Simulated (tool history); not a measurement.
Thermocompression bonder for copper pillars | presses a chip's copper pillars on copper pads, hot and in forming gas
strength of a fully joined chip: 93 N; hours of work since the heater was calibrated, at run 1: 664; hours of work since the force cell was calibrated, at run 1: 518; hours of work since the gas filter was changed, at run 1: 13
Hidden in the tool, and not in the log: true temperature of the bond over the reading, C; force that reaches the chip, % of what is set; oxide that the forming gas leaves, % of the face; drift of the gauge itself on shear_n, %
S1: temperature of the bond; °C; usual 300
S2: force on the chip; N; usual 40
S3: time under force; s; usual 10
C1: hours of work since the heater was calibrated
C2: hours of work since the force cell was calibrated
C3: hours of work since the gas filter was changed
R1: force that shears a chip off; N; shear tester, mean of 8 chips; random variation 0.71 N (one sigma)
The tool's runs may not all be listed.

run	hour	S1	S2	S3	C1	C2	C3	R1
1	0.0	300	40	10	664	518	13	49.5
2	37.9	300	40	26	684	537	33	65.5
3	78.6	300	29	26	706	559	54	47.9
4	110.9	300	40	10	723	576	71	47.9
5	146.0	300	46	10	741	594	90	52.6
6	171.8	300	46	10	755	608	103	52.1
7	199.6	295	40	10	769	622	118	43.2
8	222.0	300	40	10	781	634	130	45.8
9	264.3	300	40	10	803	656	152	45.5
10	290.3	300	40	12	817	670	166	48.2
# hour 324.9: forming gas filter changed
11	332.7	300	40	8	839	692	4	45.8
12	360.5	300	33	10	854	707	19	40.3
13	400.6	300	40	10	875	728	40	49.1
14	419.9	300	40	10	885	738	50	48.8
15	460.1	300	40	10	906	759	71	48.0
16	500.6	300	40	10	927	780	92	47.0
17	535.2	300	31	10	945	799	111	36.0
18	566.2	300	40	15	962	815	127	52.3
19	603.1	300	40	15	981	834	146	51.5
20	622.0	300	40	12	991	844	156	46.3
21	651.5	328	40	10	1007	860	172	61.0
# hour 675.7: forming gas filter changed
22	685.7	328	40	5	1024	877	5	54.3
23	709.8	328	40	5	1037	890	18	54.2
24	730.5	326	32	7	1048	901	29	47.9
25	763.4	326	32	7	1065	918	46	47.9
26	796.1	326	32	7	1082	935	63	47.3
27	834.6	326	32	7	1102	956	83	47.0
28	860.0	326	32	7	1116	969	97	46.3
29	896.9	326	29	5	1135	988	116	36.5
30	939.9	310	39	22	1158	1011	139	62.1
31	973.9	310	39	22	1176	1029	157	62.2
32	1010.2	321	40	5	1195	1048	176	45.3
# hour 1024.4: forming gas filter changed
33	1033.3	287	43	10	1207	1060	5	43.7
34	1053.2	302	28	10	1217	1070	15	34.8
35	1073.3	294	36	7	1228	1081	26	35.1
36	1101.4	300	59	14	1242	1096	40	70.5
37	1121.5	316	59	14	1253	1106	51	79.6
38	1141.1	295	25	25	1263	1116	61	35.9
39	1172.9	300	40	7	1280	1133	78	40.8
40	1190.5	300	32	5	1289	1142	87	28.4
41	1212.5	317	40	6	1301	1154	99	48.2

3 ways to go on from here, each from the tool as it stands after run 41. What would each give?
A	1250.5	298	43	22	1321	1174	119	?
B	1250.5	325	59	6	1321	1174	119	?
C	1250.5	317	45	11	1321	1174	119	?

run	R1
A	60.6
B	70.3
C	62.8
Without the tool's hidden state the same runs would have given:
run	R1
A	67.2
B	77.0
C	69.2
